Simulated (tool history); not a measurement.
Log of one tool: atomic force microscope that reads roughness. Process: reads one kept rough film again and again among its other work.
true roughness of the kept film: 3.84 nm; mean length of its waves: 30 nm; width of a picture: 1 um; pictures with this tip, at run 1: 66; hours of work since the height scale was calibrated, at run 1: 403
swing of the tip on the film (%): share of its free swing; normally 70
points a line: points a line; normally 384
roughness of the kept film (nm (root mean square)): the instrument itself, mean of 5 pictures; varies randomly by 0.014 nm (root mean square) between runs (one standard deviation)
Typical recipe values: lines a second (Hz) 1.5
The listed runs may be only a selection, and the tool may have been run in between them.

run	hour	lines a second (Hz)	swing of the tip on the film (%)	points a line	pictures with this tip	hours of work since the height scale was calibrated	roughness of the kept film (nm (root mean square))
1	0	1.5	70	384	66	403	2.904
2	28.9	2.5	70	384	100	417	2.66
3	50	2.5	70	384	126	427	2.558
# hour 66: new tip fitted
4	84.3	2.5	70	384	22	444	3.089
5	105.9	1.5	70	384	48	455	3.066
6	131.1	1.5	70	384	78	467	2.873
7	148.2	1.5	70	384	98	475	2.814
# hour 151.5: height scale calibrated on a step standard
8	172.9	1.5	70	384	126	10	2.698
# hour 190.1: new tip fitted
9	209.5	1.5	70	384	23	28	3.172
10	228.4	1.23	58	513	46	37	3.171
11	261.8	1.5	88	384	85	54	2.675
12	296.6	0.52	69	716	127	71	2.828
# hour 312.3: new tip fitted
# hour 323.3: height scale calibrated on a step standard, once more
13	326.5	3.17	84	716	16	2	2.781
14	342.4	2	70	588	35	9	3.103
15	365	0.98	70	384	62	20	3.049
16	396.1	0.78	70	384	99	36	2.911
17	431.2	0.78	70	384	140	53	2.732

Below are 3 alternative next runs, each starting from the tool's condition after run 17. Predict each:
# hour 433.8: new tip fitted
A	469.4	2.74	70	384	42	71	?
# hour 433.8: new tip fitted
B	469.4	0.78	62	384	42	71	?
# hour 433.8: new tip fitted
C	469.4	0.68	67	384	42	71	?

run	roughness of the kept film (nm (root mean square))
A	2.943
B	3.167
C	3.185
With no hidden state in the tool, these same runs would have given:
run	roughness of the kept film (nm (root mean square))
A	3.191
B	3.435
C	3.454
